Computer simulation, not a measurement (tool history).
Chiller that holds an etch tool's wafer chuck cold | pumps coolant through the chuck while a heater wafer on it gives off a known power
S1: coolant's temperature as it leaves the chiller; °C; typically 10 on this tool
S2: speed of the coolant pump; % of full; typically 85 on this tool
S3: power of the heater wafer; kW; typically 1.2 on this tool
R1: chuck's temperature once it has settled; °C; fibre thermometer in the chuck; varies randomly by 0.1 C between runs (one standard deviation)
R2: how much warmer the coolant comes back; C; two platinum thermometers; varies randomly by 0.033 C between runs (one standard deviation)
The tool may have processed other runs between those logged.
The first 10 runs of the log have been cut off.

| run | hour | S1 | S2 | S3 | R1 | R2 |
|---|---|---|---|---|---|---|
| 11 | 255.1 | 10 | 85 | 1.2 | 24.4 | 5.02 |
| 12 | 285.8 | 10 | 85 | 1.2 | 24.4 | 5.05 |
| 13 | 308.8 | 10 | 85 | 1.2 | 24.3 | 5.04 |
|  | 342.5 | chiller's thermometer calibrated |
| 14 | 344.7 | 10 | 85 | 1.2 | 24.7 | 5.08 |
| 15 | 361.7 | 10 | 85 | 0.86 | 20.9 | 3.71 |
| 16 | 399.4 | 10 | 85 | 0.86 | 21 | 3.67 |
| 17 | 426.5 | 10 | 85 | 0.86 | 21 | 3.66 |
| 18 | 450.4 | 5 | 86 | 1.018 | 17.6 | 4.23 |
| 19 | 470.2 | 5 | 86 | 1.018 | 17.7 | 4.24 |
|  | 494.5 | chiller's thermometer calibrated, once more |
| 20 | 502.1 | 5 | 86 | 1.018 | 16.6 | 4.23 |
| 21 | 520.8 | 19 | 63 | 1.785 | 46 | 10.16 |
| 22 | 558.4 | 19 | 63 | 1.785 | 46.2 | 10.18 |
| 23 | 575.1 | 0 | 85 | 1.2 | 13.9 | 5.06 |
| 24 | 593.7 | 0 | 85 | 1.2 | 13.9 | 5.02 |
| 25 | 614.8 | 3 | 78 | 0.655 | 11.3 | 3.01 |
| 26 | 645.2 | 10 | 90 | 1.2 | 23.2 | 4.8 |
| 27 | 664.6 | 10 | 90 | 1.2 | 23.4 | 4.8 |
| 28 | 700.6 | 10 | 85 | 1.483 | 27.4 | 6.24 |
| 29 | 733.1 | 10 | 69 | 1.231 | 27.6 | 6.33 |
| 30 | 755.6 | 2 | 92 | 0.63 | 8.8 | 2.47 |
| 31 | 779.5 | 9 | 85 | 1.105 | 21.9 | 4.64 |
| 32 | 814.5 | 9 | 85 | 1.105 | 22 | 4.7 |

Each row is a separate what-if for the run after 32, all from the same tool condition, not one after another. Results?
| A | 839 | 9 | 84 | 1.262 | ? | ? |
| B | 839 | 10 | 85 | 0.875 | ? | ? |
| C | 839 | 9 | 86 | 1.105 | ? | ? |

| run | R1 | R2 |
|---|---|---|
| A | 24.1 | 5.41 |
| B | 20.4 | 3.68 |
| C | 22.1 | 4.71 |
Take away the tool's hidden state, keep each run's random variation, and the runs would have read:
| run | R1 | R2 |
|---|---|---|
| A | 22.4 | 5.24 |
| B | 19.2 | 3.56 |
| C | 20.6 | 4.56 |

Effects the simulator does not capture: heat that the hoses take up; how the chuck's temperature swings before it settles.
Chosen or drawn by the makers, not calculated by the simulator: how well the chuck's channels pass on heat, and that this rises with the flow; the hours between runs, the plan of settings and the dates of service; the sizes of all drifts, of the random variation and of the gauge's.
